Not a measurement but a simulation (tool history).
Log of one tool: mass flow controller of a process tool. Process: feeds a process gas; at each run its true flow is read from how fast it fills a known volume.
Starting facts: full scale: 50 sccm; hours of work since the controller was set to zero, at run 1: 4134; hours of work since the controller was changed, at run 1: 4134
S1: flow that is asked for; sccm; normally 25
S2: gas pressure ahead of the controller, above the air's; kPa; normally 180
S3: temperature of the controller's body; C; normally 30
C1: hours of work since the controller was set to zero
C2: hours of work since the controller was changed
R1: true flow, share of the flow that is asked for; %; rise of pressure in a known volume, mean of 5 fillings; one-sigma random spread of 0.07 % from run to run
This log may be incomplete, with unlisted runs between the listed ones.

run 1 day=0.000 | S1=25 S2=180 S3=30 | C1=4134 C2=4134 | R1=98.32
run 2 day=8.638 | S1=25 S2=180 S3=30 | C1=4213 C2=4213 | R1=98.35
run 3 day=15.308 | S1=25 S2=180 S3=34 | C1=4274 C2=4274 | R1=98.04
run 4 day=22.088 | S1=25 S2=180 S3=34 | C1=4337 C2=4337 | R1=98.07
run 5 day=35.025 | S1=25 S2=180 S3=34 | C1=4456 C2=4456 | R1=98.15
run 6 day=50.742 | S1=25 S2=180 S3=34 | C1=4600 C2=4600 | R1=97.97
run 7 day=60.192 | S1=25 S2=180 S3=34 | C1=4687 C2=4687 | R1=98.15
run 8 day=71.175 | S1=25 S2=180 S3=30 | C1=4788 C2=4788 | R1=98.38
run 9 day=81.679 | S1=25 S2=180 S3=26 | C1=4884 C2=4884 | R1=98.78
run 10 day=95.533 | S1=25 S2=180 S3=26 | C1=5012 C2=5012 | R1=98.93
run 11 day=109.800 | S1=25 S2=150 S3=30 | C1=5143 C2=5143 | R1=98.57
run 12 day=123.071 | S1=25 S2=150 S3=30 | C1=5265 C2=5265 | R1=98.57
run 13 day=133.375 | S1=37 S2=204 S3=30 | C1=5359 C2=5359 | R1=98.93
run 14 day=149.733 | S1=25 S2=179 S3=32 | C1=5510 C2=5510 | R1=98.17
run 15 day=160.529 | S1=25 S2=179 S3=32 | C1=5609 C2=5609 | R1=98.17
run 16 day=172.988 | S1=39 S2=279 S3=30 | C1=5723 C2=5723 | R1=98.67
run 17 day=181.821 | S1=25 S2=180 S3=33 | C1=5804 C2=5804 | R1=98.28
run 18 day=195.800 | S1=21 S2=168 S3=30 | C1=5933 C2=5933 | R1=98.28
run 19 day=205.788 | S1=26 S2=180 S3=25 | C1=6025 C2=6025 | R1=98.92
run 20 day=220.296 | S1=46 S2=180 S3=40 | C1=6158 C2=6158 | R1=98.37
run 21 day=232.075 | S1=29 S2=180 S3=26 | C1=6266 C2=6266 | R1=99.03
run 22 day=248.271 | S1=25 S2=181 S3=33 | C1=6415 C2=6415 | R1=98.15
run 23 day=260.842 | S1=25 S2=181 S3=33 | C1=6531 C2=6531 | R1=98.16

Consider 4 possible next runs. They are alternatives, not a sequence: every one starts from the tool as it was left by run 23. What does each give?
-- day=267.800 controller's zero set anew
run A day=277.192 | S1=35 S2=181 S3=33 | C1=86 C2=6681 | R1=?
-- day=267.800 controller's zero set anew
run B day=277.192 | S1=36 S2=180 S3=30 | C1=86 C2=6681 | R1=?
-- day=267.800 controller's zero set anew
run C day=277.192 | S1=25 S2=198 S3=40 | C1=86 C2=6681 | R1=?
-- day=267.800 controller's zero set anew
run D day=277.192 | S1=25 S2=256 S3=27 | C1=86 C2=6681 | R1=?

run=A R1=98.64
run=B R1=99.11
run=C R1=97.36
run=D R1=98.49
Take away the tool's hidden state, keep each run's random variation, and the runs would have read:
run=A R1=98.62
run=B R1=99.08
run=C R1=97.34
run=D R1=98.47
